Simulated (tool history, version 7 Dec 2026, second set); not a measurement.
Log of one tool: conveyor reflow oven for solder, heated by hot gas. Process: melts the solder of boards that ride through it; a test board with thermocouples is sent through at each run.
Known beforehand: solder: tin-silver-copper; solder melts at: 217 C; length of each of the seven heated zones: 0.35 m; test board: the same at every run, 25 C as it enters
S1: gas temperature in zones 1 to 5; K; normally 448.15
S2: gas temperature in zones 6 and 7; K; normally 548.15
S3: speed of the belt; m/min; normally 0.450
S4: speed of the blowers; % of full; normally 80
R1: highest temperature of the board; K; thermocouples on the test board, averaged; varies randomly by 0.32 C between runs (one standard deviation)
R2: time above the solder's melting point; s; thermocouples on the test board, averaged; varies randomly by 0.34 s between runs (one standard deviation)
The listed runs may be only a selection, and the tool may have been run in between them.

run,hour,S1,S2,S3,S4,R1,R2
1,0.0,448.15,548.15,0.450,80,533.85,78.6
2,35.2,448.15,548.15,0.450,80,534.25,78.8
3,79.1,448.15,548.15,0.450,80,533.95,78.2
4,112.3,448.15,548.15,0.450,80,533.55,78.1
5,139.2,448.15,548.15,0.450,80,533.65,78.0
6,189.3,448.15,548.15,0.450,80,533.55,78.3
7,212.1,448.15,548.15,0.450,80,533.65,77.5
8,237.1,448.15,548.15,0.450,80,533.85,77.6
9,285.5,448.15,548.15,0.450,80,533.35,77.8
10,340.7,448.15,548.15,0.450,80,532.25,77.5
11,387.9,448.15,548.15,0.450,80,532.35,76.9
12,411.5,448.15,548.15,0.450,80,531.95,76.9
13,458.5,448.15,550.15,0.450,80,533.95,78.3
14,507.5,448.15,548.15,0.450,80,532.25,76.3
# hour 523.9: flux residue cleaned out of gas plates and filters
15,553.3,448.15,548.15,0.450,80,536.05,80.7
16,600.4,456.15,548.15,0.471,52,529.15,74.0
17,652.0,456.15,559.15,0.471,53,538.65,81.2
18,703.4,444.15,560.15,0.450,62,541.45,82.1
# hour 745.2: belt drive overhauled, speed set with a stopwatch
19,746.3,444.15,560.15,0.369,62,548.85,106.6
20,784.8,444.15,560.15,0.369,62,548.35,106.4
21,834.4,444.15,560.15,0.369,62,548.25,106.0
22,871.1,455.15,548.15,0.450,80,536.15,84.0
23,899.5,455.15,548.15,0.450,51,529.35,78.4
# hour 933.6: belt drive overhauled, speed set with a stopwatch, once more
24,940.5,455.15,548.15,0.450,51,527.65,73.3
25,972.5,434.15,548.15,0.450,51,522.85,60.1
26,1006.2,456.15,559.15,0.510,51,531.25,67.1
27,1055.9,460.15,548.15,0.450,53,529.75,77.4
28,1097.9,462.15,552.15,0.450,80,539.55,87.2
29,1126.5,451.15,548.15,0.524,69,525.15,59.4
# hour 1142.7: flux residue cleaned out of gas plates and filters
30,1179.8,447.15,556.15,0.450,80,544.45,83.0

A few steps of R1 between consecutive runs. Split each: what settings, incoming material and random variation would produce without the hidden state, and what is left over for the hidden state, along with gauge scatter present in only one of the two compared results (measured, and without hidden state):
Hidden state at play: heat that the gas passes to the board, % of a clean oven's; belt's true speed, % of the reading; true gas temperature in zones 6 and 7 over the reading, C; drift of the gauge itself on peak_c, C; drift of the gauge itself on liquid_s, %.
Run 14 -> 15: flux residue cleaned out of gas plates and filters. R1 +3.80 K: hidden state +4.40, all else -0.60.
Run 21 -> 22: S1 444.15 -> 455.15, S2 560.15 -> 548.15, S3 0.369 -> 0.450, S4 62 -> 80. R1 -12.10 K: hidden state -0.50, all else -11.60.
Run 23 -> 24: belt drive overhauled, speed set with a stopwatch, once more. R1 -1.70 K: hidden state -1.50, all else -0.20.
Run 28 -> 29: S1 462.15 -> 451.15, S2 552.15 -> 548.15, S3 0.450 -> 0.524, S4 80 -> 69. R1 -14.40 K: hidden state -1.20, all else -13.20.
Run 29 -> 30: S1 451.15 -> 447.15, S2 548.15 -> 556.15, S3 0.524 -> 0.450, S4 69 -> 80, flux residue cleaned out of gas plates and filters. R1 +19.30 K: hidden state +4.70, all else +14.60.
